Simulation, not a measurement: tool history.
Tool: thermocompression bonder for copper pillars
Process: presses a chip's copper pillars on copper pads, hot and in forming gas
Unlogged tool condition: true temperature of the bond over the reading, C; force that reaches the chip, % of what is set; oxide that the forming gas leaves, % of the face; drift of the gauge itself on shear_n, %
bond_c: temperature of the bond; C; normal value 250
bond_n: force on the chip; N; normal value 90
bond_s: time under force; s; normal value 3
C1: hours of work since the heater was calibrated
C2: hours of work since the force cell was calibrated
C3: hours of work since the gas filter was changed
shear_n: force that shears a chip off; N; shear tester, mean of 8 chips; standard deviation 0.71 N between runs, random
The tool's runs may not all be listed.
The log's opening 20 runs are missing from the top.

{"run": 21, "hour": 1302.3, "bond_c": 250, "bond_n": 91, "bond_s": 8, "C1": 296, "C2": 1791, "C3": 67, "shear_n": 62.5}
{"run": 22, "hour": 1344.7, "bond_c": 235, "bond_n": 90, "bond_s": 3, "C1": 326, "C2": 1820, "C3": 97, "shear_n": 32.9}
{"run": 23, "hour": 1405.3, "bond_c": 239, "bond_n": 63, "bond_s": 3, "C1": 368, "C2": 1862, "C3": 139, "shear_n": 29.2}
{"hour": 1456.5, "done": "forming gas filter changed"}
{"hour": 1475.2, "done": "force cell calibrated"}
{"run": 24, "hour": 1496.0, "bond_c": 239, "bond_n": 63, "bond_s": 3, "C1": 430, "C2": 14, "C3": 26, "shear_n": 28.0}
{"run": 25, "hour": 1573.1, "bond_c": 232, "bond_n": 113, "bond_s": 5, "C1": 483, "C2": 68, "C3": 80, "shear_n": 37.8}
{"run": 26, "hour": 1639.4, "bond_c": 250, "bond_n": 62, "bond_s": 4, "C1": 530, "C2": 114, "C3": 126, "shear_n": 34.8}
{"hour": 1677.5, "done": "heater calibrated with a thermocouple chip"}
{"run": 27, "hour": 1696.3, "bond_c": 250, "bond_n": 62, "bond_s": 4, "C1": 13, "C2": 153, "C3": 165, "shear_n": 42.1}
{"hour": 1707.7, "done": "forming gas filter changed"}
{"run": 28, "hour": 1736.1, "bond_c": 233, "bond_n": 89, "bond_s": 3, "C1": 41, "C2": 180, "C3": 20, "shear_n": 35.9}
{"run": 29, "hour": 1774.1, "bond_c": 252, "bond_n": 89, "bond_s": 3, "C1": 67, "C2": 207, "C3": 46, "shear_n": 49.4}
{"run": 30, "hour": 1816.4, "bond_c": 252, "bond_n": 89, "bond_s": 3, "C1": 96, "C2": 236, "C3": 76, "shear_n": 49.0}
{"run": 31, "hour": 1883.5, "bond_c": 252, "bond_n": 89, "bond_s": 3, "C1": 143, "C2": 283, "C3": 123, "shear_n": 46.9}
{"hour": 1956.2, "done": "forming gas filter changed"}
{"run": 32, "hour": 1971.4, "bond_c": 250, "bond_n": 65, "bond_s": 3, "C1": 204, "C2": 344, "C3": 11, "shear_n": 38.8}
{"run": 33, "hour": 2033.9, "bond_c": 250, "bond_n": 84, "bond_s": 7, "C1": 248, "C2": 387, "C3": 54, "shear_n": 57.1}
{"run": 34, "hour": 2096.8, "bond_c": 250, "bond_n": 84, "bond_s": 7, "C1": 292, "C2": 431, "C3": 98, "shear_n": 55.4}
{"run": 35, "hour": 2164.0, "bond_c": 273, "bond_n": 54, "bond_s": 3, "C1": 338, "C2": 478, "C3": 145, "shear_n": 45.4}
{"hour": 2207.5, "done": "forming gas filter changed"}
{"run": 36, "hour": 2207.5, "bond_c": 273, "bond_n": 68, "bond_s": 2, "C1": 368, "C2": 508, "C3": 0, "shear_n": 47.2}

Run 37 comes next. What will it give?
{"run": 37, "hour": 2291.0, "bond_c": 273, "bond_n": 68, "bond_s": 2, "C1": 427, "C2": 566, "C3": 58, "shear_n": "?"}

{"run 37": {"shear_n": 44.9}}
Minus the tool's unlogged condition, the same run would have read shear_n 54.3 N.
